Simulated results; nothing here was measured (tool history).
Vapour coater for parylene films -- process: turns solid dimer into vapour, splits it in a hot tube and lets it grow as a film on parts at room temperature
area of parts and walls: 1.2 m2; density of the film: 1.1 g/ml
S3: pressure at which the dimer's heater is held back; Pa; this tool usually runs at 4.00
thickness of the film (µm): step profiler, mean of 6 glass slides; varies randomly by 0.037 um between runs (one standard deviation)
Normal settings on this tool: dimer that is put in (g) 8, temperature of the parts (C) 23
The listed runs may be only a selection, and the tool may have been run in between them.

run 1 hour=0.0 | dimer_that_is_put_in_(g)=8 temperature_of_the_parts_(C)=23 S3=4.00 | thickness_of_the_film_(µm)=3.72
run 2 hour=54.2 | dimer_that_is_put_in_(g)=8 temperature_of_the_parts_(C)=23 S3=4.00 | thickness_of_the_film_(µm)=3.68
run 3 hour=111.9 | dimer_that_is_put_in_(g)=8 temperature_of_the_parts_(C)=23 S3=4.00 | thickness_of_the_film_(µm)=3.69
run 4 hour=163.8 | dimer_that_is_put_in_(g)=8 temperature_of_the_parts_(C)=23 S3=4.00 | thickness_of_the_film_(µm)=3.65
run 5 hour=208.0 | dimer_that_is_put_in_(g)=8 temperature_of_the_parts_(C)=23 S3=4.00 | thickness_of_the_film_(µm)=3.62
run 6 hour=237.3 | dimer_that_is_put_in_(g)=8 temperature_of_the_parts_(C)=23 S3=4.00 | thickness_of_the_film_(µm)=3.65
-- hour=257.4 trap's valve overhauled
run 7 hour=283.6 | dimer_that_is_put_in_(g)=8 temperature_of_the_parts_(C)=23 S3=4.00 | thickness_of_the_film_(µm)=3.95
run 8 hour=314.7 | dimer_that_is_put_in_(g)=8 temperature_of_the_parts_(C)=23 S3=4.00 | thickness_of_the_film_(µm)=3.90
run 9 hour=349.2 | dimer_that_is_put_in_(g)=8 temperature_of_the_parts_(C)=23 S3=4.00 | thickness_of_the_film_(µm)=3.91
run 10 hour=398.2 | dimer_that_is_put_in_(g)=8 temperature_of_the_parts_(C)=23 S3=4.00 | thickness_of_the_film_(µm)=3.82
run 11 hour=440.4 | dimer_that_is_put_in_(g)=8 temperature_of_the_parts_(C)=23 S3=4.00 | thickness_of_the_film_(µm)=3.86
run 12 hour=503.0 | dimer_that_is_put_in_(g)=8 temperature_of_the_parts_(C)=23 S3=4.00 | thickness_of_the_film_(µm)=3.85
run 13 hour=537.9 | dimer_that_is_put_in_(g)=8 temperature_of_the_parts_(C)=23 S3=4.00 | thickness_of_the_film_(µm)=3.87
run 14 hour=583.7 | dimer_that_is_put_in_(g)=8 temperature_of_the_parts_(C)=23 S3=4.00 | thickness_of_the_film_(µm)=3.87
run 15 hour=616.1 | dimer_that_is_put_in_(g)=8 temperature_of_the_parts_(C)=23 S3=4.00 | thickness_of_the_film_(µm)=3.82
run 16 hour=674.7 | dimer_that_is_put_in_(g)=8 temperature_of_the_parts_(C)=23 S3=4.00 | thickness_of_the_film_(µm)=3.77
run 17 hour=715.6 | dimer_that_is_put_in_(g)=4 temperature_of_the_parts_(C)=27 S3=4.00 | thickness_of_the_film_(µm)=1.72
run 18 hour=755.8 | dimer_that_is_put_in_(g)=4 temperature_of_the_parts_(C)=24 S3=2.69 | thickness_of_the_film_(µm)=1.92
run 19 hour=810.2 | dimer_that_is_put_in_(g)=6 temperature_of_the_parts_(C)=18 S3=10.92 | thickness_of_the_film_(µm)=2.79
run 20 hour=863.1 | dimer_that_is_put_in_(g)=8 temperature_of_the_parts_(C)=26 S3=4.00 | thickness_of_the_film_(µm)=3.46
run 21 hour=933.1 | dimer_that_is_put_in_(g)=4 temperature_of_the_parts_(C)=23 S3=2.79 | thickness_of_the_film_(µm)=1.94
run 22 hour=977.3 | dimer_that_is_put_in_(g)=8 temperature_of_the_parts_(C)=20 S3=11.29 | thickness_of_the_film_(µm)=3.56
run 23 hour=1026.8 | dimer_that_is_put_in_(g)=8 temperature_of_the_parts_(C)=18 S3=7.72 | thickness_of_the_film_(µm)=3.84
run 24 hour=1089.4 | dimer_that_is_put_in_(g)=8 temperature_of_the_parts_(C)=18 S3=7.72 | thickness_of_the_film_(µm)=3.72
run 25 hour=1159.4 | dimer_that_is_put_in_(g)=8 temperature_of_the_parts_(C)=18 S3=7.72 | thickness_of_the_film_(µm)=3.75
run 26 hour=1193.2 | dimer_that_is_put_in_(g)=5 temperature_of_the_parts_(C)=29 S3=11.95 | thickness_of_the_film_(µm)=1.77
run 27 hour=1248.5 | dimer_that_is_put_in_(g)=8 temperature_of_the_parts_(C)=23 S3=2.16 | thickness_of_the_film_(µm)=3.80
run 28 hour=1306.6 | dimer_that_is_put_in_(g)=6 temperature_of_the_parts_(C)=23 S3=2.89 | thickness_of_the_film_(µm)=2.82
-- hour=1328.7 trap's valve overhauled
run 29 hour=1378.6 | dimer_that_is_put_in_(g)=8 temperature_of_the_parts_(C)=18 S3=4.00 | thickness_of_the_film_(µm)=4.30
run 30 hour=1409.6 | dimer_that_is_put_in_(g)=3 temperature_of_the_parts_(C)=22 S3=6.64 | thickness_of_the_film_(µm)=1.43

What would each run have given without the hidden state, its run-to-run variation left as it was?
Unlogged tool condition in this case: vapour lost through the trap's worn valve, %; true temperature of the parts over the reading, C; drift of the gauge itself on film_um, %.
run=1 thickness_of_the_film_(µm)=3.98
run=2 thickness_of_the_film_(µm)=3.96
run=3 thickness_of_the_film_(µm)=3.99
run=4 thickness_of_the_film_(µm)=3.96
run=5 thickness_of_the_film_(µm)=3.94
run=6 thickness_of_the_film_(µm)=3.98
run=7 thickness_of_the_film_(µm)=3.96
run=8 thickness_of_the_film_(µm)=3.92
run=9 thickness_of_the_film_(µm)=3.95
run=10 thickness_of_the_film_(µm)=3.87
run=11 thickness_of_the_film_(µm)=3.92
run=12 thickness_of_the_film_(µm)=3.93
run=13 thickness_of_the_film_(µm)=3.96
run=14 thickness_of_the_film_(µm)=3.97
run=15 thickness_of_the_film_(µm)=3.93
run=16 thickness_of_the_film_(µm)=3.90
run=17 thickness_of_the_film_(µm)=1.79
run=18 thickness_of_the_film_(µm)=2.00
run=19 thickness_of_the_film_(µm)=2.92
run=20 thickness_of_the_film_(µm)=3.63
run=21 thickness_of_the_film_(µm)=2.05
run=22 thickness_of_the_film_(µm)=3.78
run=23 thickness_of_the_film_(µm)=4.08
run=24 thickness_of_the_film_(µm)=3.99
run=25 thickness_of_the_film_(µm)=4.04
run=26 thickness_of_the_film_(µm)=1.92
run=27 thickness_of_the_film_(µm)=4.12
run=28 thickness_of_the_film_(µm)=3.08
run=29 thickness_of_the_film_(µm)=4.30
run=30 thickness_of_the_film_(µm)=1.44
